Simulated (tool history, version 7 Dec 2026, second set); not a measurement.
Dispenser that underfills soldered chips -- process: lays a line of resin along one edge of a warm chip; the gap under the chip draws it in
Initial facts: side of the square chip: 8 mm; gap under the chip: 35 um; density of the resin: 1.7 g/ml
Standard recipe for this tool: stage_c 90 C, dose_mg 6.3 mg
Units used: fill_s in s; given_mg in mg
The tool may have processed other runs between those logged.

{"run": 1, "day": 0.0, "stage_c": 90, "dose_mg": 6.3, "fill_s": 169.9, "given_mg": 6.19}
{"day": 0.112, "done": "new syringe of resin"}
{"run": 2, "day": 0.275, "stage_c": 90, "dose_mg": 6.3, "fill_s": 120.4, "given_mg": 6.12}
{"run": 3, "day": 0.592, "stage_c": 90, "dose_mg": 6.3, "fill_s": 166.1, "given_mg": 6.1}
{"day": 0.75, "done": "new syringe of resin"}
{"run": 4, "day": 0.908, "stage_c": 90, "dose_mg": 6.3, "fill_s": 119, "given_mg": 6.09}
{"run": 5, "day": 1.117, "stage_c": 90, "dose_mg": 6.3, "fill_s": 145.7, "given_mg": 6.1}
{"day": 1.392, "done": "new syringe of resin"}
{"run": 6, "day": 1.488, "stage_c": 90, "dose_mg": 6.3, "fill_s": 107.8, "given_mg": 6.09}
{"run": 7, "day": 1.788, "stage_c": 90, "dose_mg": 6.3, "fill_s": 150.4, "given_mg": 6.1}
{"run": 8, "day": 1.988, "stage_c": 81, "dose_mg": 7.26, "fill_s": 263, "given_mg": 6.91}
{"day": 2.029, "done": "new syringe of resin"}
{"run": 9, "day": 2.229, "stage_c": 84, "dose_mg": 6.3, "fill_s": 152.8, "given_mg": 6.02}
{"run": 10, "day": 2.496, "stage_c": 96, "dose_mg": 6.44, "fill_s": 129.2, "given_mg": 6.2}
{"day": 2.696, "done": "new syringe of resin"}
{"run": 11, "day": 2.725, "stage_c": 78, "dose_mg": 6.68, "fill_s": 163.1, "given_mg": 6.4}
{"run": 12, "day": 2.979, "stage_c": 78, "dose_mg": 6.68, "fill_s": 214.9, "given_mg": 6.31}
{"run": 13, "day": 3.317, "stage_c": 85, "dose_mg": 6.12, "fill_s": 234.1, "given_mg": 5.87}

Difference, measured minus no-hidden-state, one row per run. Run-to-run variation is common to both terms; the gauge's own scatter need not be:
Hidden state at play: resin's viscosity, % of fresh resin's; dose that the valve gives, % of what is set; true chip temperature over the reading, C; drift of the gauge itself on fill_s, %; drift of the gauge itself on given_mg, %.
run=1 fill_s=+74.5 given_mg=-0.16
run=2 fill_s=+22.9 given_mg=-0.18
run=3 fill_s=+70.1 given_mg=-0.2
run=4 fill_s=+23.2 given_mg=-0.21
run=5 fill_s=+51.5 given_mg=-0.22
run=6 fill_s=+12.9 given_mg=-0.24
run=7 fill_s=+54.4 given_mg=-0.25
run=8 fill_s=+126.9 given_mg=-0.3
run=9 fill_s=+34.3 given_mg=-0.27
run=10 fill_s=+53.9 given_mg=-0.29
run=11 fill_s=+10.6 given_mg=-0.32
run=12 fill_s=+61.2 given_mg=-0.33
run=13 fill_s=+117.7 given_mg=-0.32
